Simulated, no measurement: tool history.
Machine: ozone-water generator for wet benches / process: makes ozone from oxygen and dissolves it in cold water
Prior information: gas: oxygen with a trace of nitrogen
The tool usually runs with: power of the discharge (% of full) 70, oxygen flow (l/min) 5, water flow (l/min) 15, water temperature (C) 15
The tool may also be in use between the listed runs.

run	hour	power of the discharge (% of full)	oxygen flow (l/min)	water flow (l/min)	water temperature (C)	dissolved ozone (ppm)	ozone in the gas ahead of the water (g/m3)
1	0	70	5	15	15	23.4	241.9
2	105	70	5	15	15	23.1	238.5
3	195.4	48	5	15	15	16.7	173
4	267	70	5	15	8	25.3	238.7
5	378.9	70	5	15	8	25.3	241.3
6	502.4	70	5	15	16	22.4	235.4
7	605	70	5	15	16	22.1	238
8	691.2	70	5	15	15	22.7	235.1
9	797.6	70	5.51	15	15	22.8	224.8
# hour 866.5: contactor cleaned
10	878.9	70	5	15	15	22.5	235.8
11	1045.5	70	5	15	15	22.6	233.5
12	1183	70	5	15	15	22.8	234.2
13	1263	70	2.91	15	15	20.7	289.7
14	1414	70	5	15	15	22.2	232.4
15	1566.9	70	5	15	15	22.2	228.8
16	1643	70	5	15	15	21.9	225.8
17	1760.8	96	7.86	14	15	30.3	243
18	1920.8	70	5	12	20	23.3	227.2
19	2020.7	72	5.43	17	15	20.2	222
20	2100.6	72	8.11	11	15	26.8	187
21	2236.6	72	8.11	11	15	26.9	186
# hour 2327.7: water thermometer calibrated
22	2327.7	72	8.11	20	15	18.6	187.4
23	2400.9	72	8.11	20	15	18.4	185.6
24	2520.1	95	5	15	15	26.9	279.5
25	2612.6	95	5	15	15	27.2	280.4
26	2778.9	99	5	15	15	27.5	287.1
27	2901	99	5	15	15	27.3	288
28	3071.4	97	5.12	22	10	20.6	275.3
29	3238.9	78	3.9	18	8	20.2	258.1
30	3345.7	61	3.9	18	8	16.5	216.1
31	3456.2	70	2.78	12	15	22.3	270.9

Below are 5 alternative next runs, each starting from the tool's condition after run 31. Predict each:
# hour 3539.1: contactor cleaned
A	3609.4	53	5	15	17	?	?
# hour 3539.1: contactor cleaned
B	3609.4	40	2.78	12	7	?	?
# hour 3539.1: contactor cleaned
C	3609.4	70	2.65	15	15	?	?
# hour 3539.1: contactor cleaned
D	3609.4	70	4.81	23	15	?	?
# hour 3539.1: contactor cleaned
E	3609.4	75	5	16	21	?	?

run	dissolved ozone (ppm)	ozone in the gas ahead of the water (g/m3)
A	16.3	170.1
B	16.4	175.5
C	18.5	273.7
D	14.4	214.5
E	19	223.3
Without the tool's unlogged condition, the same runs would have read:
run	dissolved ozone (ppm)	ozone in the gas ahead of the water (g/m3)
A	18.9	196.5
B	18.2	193.8
C	22.4	330.4
D	17.5	258.8
E	23.2	272.4
